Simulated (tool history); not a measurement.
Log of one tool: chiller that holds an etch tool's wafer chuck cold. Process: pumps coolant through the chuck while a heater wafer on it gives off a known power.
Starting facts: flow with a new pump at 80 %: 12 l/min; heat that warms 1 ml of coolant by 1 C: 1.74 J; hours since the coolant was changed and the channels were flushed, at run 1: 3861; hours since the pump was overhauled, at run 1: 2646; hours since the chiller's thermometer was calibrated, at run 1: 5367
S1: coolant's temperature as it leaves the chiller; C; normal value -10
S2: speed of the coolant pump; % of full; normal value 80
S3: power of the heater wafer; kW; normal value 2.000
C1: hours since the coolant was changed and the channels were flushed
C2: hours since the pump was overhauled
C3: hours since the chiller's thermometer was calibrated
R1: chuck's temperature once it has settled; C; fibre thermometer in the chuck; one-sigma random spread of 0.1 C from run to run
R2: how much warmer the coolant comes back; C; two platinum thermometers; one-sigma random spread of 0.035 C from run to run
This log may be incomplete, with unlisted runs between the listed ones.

run     day   S1   S2     S3    C1    C2    C3    R1    R2
  1   0.000  -10   80  2.000  3861  2646  5367  10.7  5.94
      2.450  -- chiller's thermometer calibrated
  2   2.450  -20   80  2.000  3919  2704     0   0.0  5.95
  3   4.379  -20   80  2.000  3965  2751    46   0.0  5.94
  4   7.321  -20   80  2.000  4036  2821   117   0.2  6.01
  5  10.025  -20   80  2.938  4100  2886   182  10.0  8.84
  6  12.896   -4   80  2.000  4169  2955   251  16.5  6.01
  7  14.988   -4   80  2.000  4220  3005   301  16.6  5.98
  8  17.042   -4   80  2.000  4269  3054   350  16.5  5.97
  9  18.329  -10   80  1.767  4300  3085   381   8.2  5.23
 10  19.850  -10   71  1.767  4336  3122   418   9.6  6.11
 11  22.642  -10   71  1.767  4403  3189   485   9.7  6.10
 12  24.246  -10   71  1.767  4442  3227   523   9.8  6.07
 13  27.083  -10   71  1.767  4510  3295   591   9.9  6.02
 14  28.992  -10   71  1.767  4556  3341   637   9.8  6.09
 15  30.650  -10   92  1.767  4596  3381   677   6.7  4.63
     31.004  -- coolant pump overhauled
 16  32.967  -19   92  1.767  4646    47   727  -1.9  4.74
 17  35.121  -19  100  1.379  4698    99   779  -6.3  3.40
     37.175  -- coolant pump overhauled, once more
 18  37.592   -9   89  1.969  4752    10   833   9.7  5.02
 19  39.138  -10   78  2.000  4789    47   871  10.8  5.90
 20  40.712  -10   80  1.813  4827    85   908   8.1  5.15
 21  42.908  -10   80  1.813  4880   138   961   8.5  5.22
 22  44.321  -10   80  1.813  4914   172   995   8.6  5.14
 23  46.462  -10   85  1.064  4965   223  1046   0.6  2.87
 24  48.904   -1   67  2.354  5024   281  1105  26.5  8.26
 25  51.496  -10   91  2.541  5086   344  1167  14.0  6.46
 26  53.421  -10   60  1.893  5132   390  1213  14.1  7.44

Below are 5 alternative next runs, each starting from the tool's condition after run 26. Predict each:
  A  54.904  -16  73  2.895  5168  425  1249   ?   ?
  B  54.904  -10  80  1.662  5168  425  1249   ?   ?
  C  54.904  -10  73  1.236  5168  425  1249   ?   ?
  D  54.904   -9  65  2.000  5168  425  1249   ?   ?
  E  54.904    0  97  1.098  5168  425  1249   ?   ?

run    R1    R2
  A  16.0  9.27
  B   7.3  4.75
  C   3.7  3.96
  D  15.0  7.32
  E  10.1  2.59
Stripped of hidden state, with their random variation kept, the same runs would have yielded:
run    R1    R2
  A  11.2  9.18
  B   4.7  4.70
  C   1.6  3.92
  D  11.4  7.25
  E   8.5  2.57
